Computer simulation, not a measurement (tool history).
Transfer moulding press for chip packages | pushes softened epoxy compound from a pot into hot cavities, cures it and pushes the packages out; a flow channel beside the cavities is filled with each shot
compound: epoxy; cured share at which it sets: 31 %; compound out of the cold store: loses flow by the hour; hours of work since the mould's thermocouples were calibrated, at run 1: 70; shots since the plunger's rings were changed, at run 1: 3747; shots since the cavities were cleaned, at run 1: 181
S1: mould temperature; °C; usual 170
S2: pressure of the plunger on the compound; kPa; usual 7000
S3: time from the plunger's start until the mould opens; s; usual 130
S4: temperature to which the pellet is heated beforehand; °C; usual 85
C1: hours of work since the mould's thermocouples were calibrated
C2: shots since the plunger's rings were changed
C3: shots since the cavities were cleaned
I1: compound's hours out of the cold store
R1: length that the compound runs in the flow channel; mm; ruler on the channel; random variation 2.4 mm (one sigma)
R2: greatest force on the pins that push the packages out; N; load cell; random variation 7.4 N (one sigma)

Run 1, hour 0: usual settings; C1 70; C2 3747; C3 181; I1 8.7. Result: R1 791 mm, R2 512 N.
Run 2, hour 25: usual settings; C1 85; C2 3950; C3 384; I1 43.2. Result: R1 630 mm, R2 519 N.
At hour 45.9: cavities cleaned with cleaning compound and waxed.
Run 3, hour 70.1: usual settings; C1 110; C2 4305; C3 197; I1 31.7. Result: R1 676 mm, R2 491 N.
Run 4, hour 103.7: usual settings; C1 130; C2 4578; C3 470; I1 31. Result: R1 673 mm, R2 552 N.
At hour 114.7: cavities cleaned with cleaning compound and waxed.
Run 5, hour 151.3: usual settings; C1 157; C2 4952; C3 297; I1 23.7. Result: R1 708 mm, R2 520 N.
At hour 176.2: plunger's sealing rings changed.
Run 6, hour 176.2: usual settings; C1 170; C2 0; C3 480; I1 16.9. Result: R1 789 mm, R2 560 N.
At hour 185.6: cavities cleaned with cleaning compound and waxed.
Run 7, hour 209.4: usual settings; C1 188; C2 257; C3 193; I1 44. Result: R1 662 mm, R2 499 N.
Run 8, hour 233.5: usual settings but S2 6700 kPa; C1 202; C2 454; C3 390; I1 28.8. Result: R1 709 mm, R2 537 N.
At hour 254.4: cavities cleaned with cleaning compound and waxed.
Run 9, hour 276: usual settings but S2 6700 kPa; C1 226; C2 786; C3 175; I1 38.3. Result: R1 667 mm, R2 476 N.
At hour 322.9: cavities cleaned with cleaning compound and waxed.
Run 10, hour 323.5: usual settings but S2 6700 kPa; C1 253; C2 1161; C3 6; I1 33.1. Result: R1 688 mm, R2 423 N.
Run 11, hour 359.7: usual settings but S2 6200 kPa; C1 274; C2 1455; C3 300; I1 26.1. Result: R1 694 mm, R2 511 N.
At hour 389.4: cavities cleaned with cleaning compound and waxed.
Run 12, hour 409.1: usual settings but S4 95 °C; C1 302; C2 1844; C3 160; I1 13.2. Result: R1 794 mm, R2 507 N.
At hour 424.5: mould's thermocouples calibrated.
At hour 458.9: cavities cleaned with cleaning compound and waxed.
Run 13, hour 458.9: usual settings but S4 95 °C; C1 19; C2 2220; C3 0; I1 41.7. Result: R1 652 mm, R2 422 N.
Run 14, hour 490.7: usual settings; C1 38; C2 2479; C3 259; I1 33.8. Result: R1 687 mm, R2 490 N.
At hour 527.7: cavities cleaned with cleaning compound and waxed.
Run 15, hour 541.1: usual settings; C1 66; C2 2876; C3 109; I1 25. Result: R1 726 mm, R2 465 N.
Run 16, hour 588.4: usual settings but S3 143 s; C1 94; C2 3261; C3 494; I1 43.9. Result: R1 635 mm, R2 513 N.
At hour 595.4: cavities cleaned with cleaning compound and waxed.
Run 17, hour 628.8: usual settings; C1 117; C2 3577; C3 272; I1 39.1. Result: R1 652 mm, R2 503 N.
At hour 662.5: cavities cleaned with cleaning compound and waxed.
Run 18, hour 672.9: usual settings; C1 142; C2 3923; C3 84; I1 10.5. Result: R1 787 mm, R2 479 N.
Run 19, hour 721.7: usual settings but S1 175 °C, S2 7940 kPa, S3 165 s, S4 90 °C; C1 170; C2 4320; C3 481; I1 29. Result: R1 722 mm, R2 473 N.
At hour 730.7: cavities cleaned with cleaning compound and waxed.
Run 20, hour 757.3: usual settings but S1 162 °C, S2 7940 kPa, S3 131 s, S4 77 °C; C1 190; C2 4597; C3 216; I1 17.5. Result: R1 815 mm, R2 846 N.
At hour 800.1: cavities cleaned with cleaning compound and waxed.
Run 21, hour 807.8: usual settings but S1 162 °C, S2 7940 kPa, S3 131 s, S4 77 °C; C1 219; C2 4995; C3 63; I1 16.4. Result: R1 811 mm, R2 773 N.
At hour 825.1: plunger's sealing rings changed.
Run 22, hour 854.7: usual settings but S1 165 °C, S4 89 °C; C1 245; C2 241; C3 424; I1 46. Result: R1 660 mm, R2 672 N.
At hour 870.4: cavities cleaned with cleaning compound and waxed.
Run 23, hour 886.2: usual settings but S1 165 °C, S2 6480 kPa, S4 89 °C; C1 262; C2 485; C3 128; I1 16.6. Result: R1 770 mm, R2 645 N.
Run 24, hour 910.6: usual settings but S1 165 °C, S2 6480 kPa, S4 89 °C; C1 277; C2 684; C3 327; I1 32.8. Result: R1 692 mm, R2 688 N.
At hour 938.2: cavities cleaned with cleaning compound and waxed.
Run 25, hour 942.9: usual settings but S1 165 °C, S2 6480 kPa, S4 89 °C; C1 295; C2 934; C3 39; I1 21. Result: R1 743 mm, R2 603 N.
At hour 970.9: mould's thermocouples calibrated.
Run 26, hour 973.2: usual settings but S1 165 °C, S2 5830 kPa, S4 88 °C; C1 1; C2 1164; C3 269; I1 26.7. Result: R1 677 mm, R2 666 N.
At hour 1007.1: cavities cleaned with cleaning compound and waxed.
Run 27, hour 1021.9: usual settings but S1 169 °C, S2 6990 kPa, S4 88 °C; C1 29; C2 1548; C3 121; I1 15. Result: R1 785 mm, R2 507 N.
Run 28, hour 1045.4: usual settings but S1 166 °C, S4 90 °C; C1 43; C2 1739; C3 312; I1 24.5. Result: R1 746 mm, R2 645 N.

The same runs without the tool's hidden state, with the same run-to-run variation:
The hidden state here: true mould temperature over the reading, C; pressure that reaches the compound, % of what is set; grip of the stained cavities, % over clean ones'; drift of the gauge itself on flow_mm, %; drift of the gauge itself on push_out_n, %.
run   R1   R2
  1  835  444
  2  667  409
  3  719  420
  4  718  421
  5  760  421
  6  789  425
  7  663  422
  8  713  415
  9  673  405
 10  698  414
 11  706  417
 12  812  437
 13  671  418
 14  709  409
 15  754  420
 16  662  386
 17  684  415
 18  829  436
 19  764  364
 20  866  704
 21  866  711
 22  662  512
 23  774  563
 24  697  541
 25  751  563
 26  687  549
 27  801  457
 28  763  517

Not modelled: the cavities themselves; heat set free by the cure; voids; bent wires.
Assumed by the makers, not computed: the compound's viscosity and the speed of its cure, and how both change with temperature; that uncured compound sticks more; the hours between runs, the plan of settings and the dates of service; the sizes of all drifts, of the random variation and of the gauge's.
